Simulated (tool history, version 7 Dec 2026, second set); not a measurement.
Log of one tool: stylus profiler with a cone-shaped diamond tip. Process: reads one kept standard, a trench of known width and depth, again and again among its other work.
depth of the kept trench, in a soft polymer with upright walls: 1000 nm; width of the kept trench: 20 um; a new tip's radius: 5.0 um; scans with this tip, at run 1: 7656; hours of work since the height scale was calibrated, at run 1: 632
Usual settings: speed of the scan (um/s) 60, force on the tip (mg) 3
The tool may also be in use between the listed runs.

run,hour,speed of the scan (um/s),force on the tip (mg),scans with this tip,hours of work since the height scale was calibrated,depth of the trench (angstrom),width of the trench's floor (µm)
1,0,60,3,7656,632,10095.8,12.43
2,19,60,3,7823,646,10095.2,12.42
3,37,60,3,7982,659,10095.9,12.39
4,49.7,60,1.32,8094,669,10051,12.27
5,61.1,60,1.32,8194,677,10049.3,12.3
6,74.8,60,1.32,8315,687,10049.2,12.27
7,89.5,60,1.19,8445,698,10046.9,12.18
8,106,60,6.84,8590,710,10173.1,12.4
9,128,60,6.84,8784,726,10173.7,12.33
10,150.7,27,3,8984,742,10094.9,12.38
11,166.8,27,3,9126,754,10096,12.39
12,185,27,3,9286,767,10093,12.37
13,198.2,27,3,9402,777,10094.9,12.35
14,210.2,27,3,9509,785,10094.2,12.29
15,232.9,27,3,9709,802,10092.8,12.27
16,245.3,27,3,9818,811,10096.2,12.23
17,261.1,27,3,9957,823,10094.3,12.2
18,273.4,27,3,10065,831,10093.7,12.2
19,292,27,3,10229,845,10092.5,12.16
20,314,27,3,10423,861,10095,12.15
21,327.3,95,3,10541,871,10093.7,11.86
22,337.7,47,3,10632,878,10094.5,12.06
23,353.7,60,1.23,10774,890,10043.9,11.84
24,365.6,60,1.23,10878,899,10045.4,11.84
25,375,33,5.01,10961,905,10135.6,12.1
26,389.8,119,5.93,11091,916,10154.5,11.89
27,409.3,23,8.26,11263,930,10195.9,12.07
# hour 411.6: height scale calibrated on a step standard
28,428.3,61,3.47,11426,12,10100.3,11.92
29,439.6,61,3.47,11526,20,10098.1,11.9
30,449.6,61,3.47,11615,28,10099.4,11.92
31,463.1,61,3.47,11733,37,10099.5,11.8
# hour 477.6: height scale calibrated on a step standard, once more
32,477.7,120,8.46,11857,0,10213,11.8
33,498.1,71,8.46,12037,15,10209.8,11.84
34,509.8,60,4.05,12140,23,10128.3,11.86
35,524.9,97,1.2,12273,34,10053.4,11.4
36,538.2,97,1.2,12391,44,10054.3,11.43
37,558.8,98,6.31,12572,59,10171.6,11.68
38,580.2,22,6.11,12761,75,10167.6,11.84
39,597.1,143,5.57,12909,87,10157.3,11.51
40,610.2,143,5.57,13025,97,10157.8,11.46
41,623.8,122,3,13145,106,10102,11.43
42,644.6,122,3,13328,122,10100.9,11.39
43,659.9,122,3,13464,133,10102.1,11.38
44,677,70,1.35,13614,145,10058.5,11.39
45,687.2,70,1.35,13704,153,10056.4,11.42
46,703.6,70,1.35,13848,165,10055.5,11.39

Some steps in depth of the trench (angstrom) between neighbouring runs. How much of each would the tool show without its hidden state too (settings, what came in, random variation), and how much is left for the hidden state, with any gauge scatter that isn't in both results?
The hidden state here: radius of the tip, um; height scale over the true one, %; drift of the gauge itself on depth_nm, %; drift of the gauge itself on floor_um, %.
Run 7 -> 8: force on the tip (mg) 1.19 -> 6.84. depth of the trench (angstrom) +126.2: hidden state -0.4, all else +126.6.
Run 27 -> 28: speed of the scan (um/s) 23 -> 61, force on the tip (mg) 8.26 -> 3.47, height scale calibrated on a step standard. depth of the trench (angstrom) -95.6: hidden state -3.9, all else -91.7.
Run 31 -> 32: speed of the scan (um/s) 61 -> 120, force on the tip (mg) 3.47 -> 8.46, height scale calibrated on a step standard, once more. depth of the trench (angstrom) +113.5: hidden state +16.3, all else +97.2.
Run 36 -> 37: speed of the scan (um/s) 97 -> 98, force on the tip (mg) 1.2 -> 6.31. depth of the trench (angstrom) +117.3: hidden state -0.3, all else +117.6.
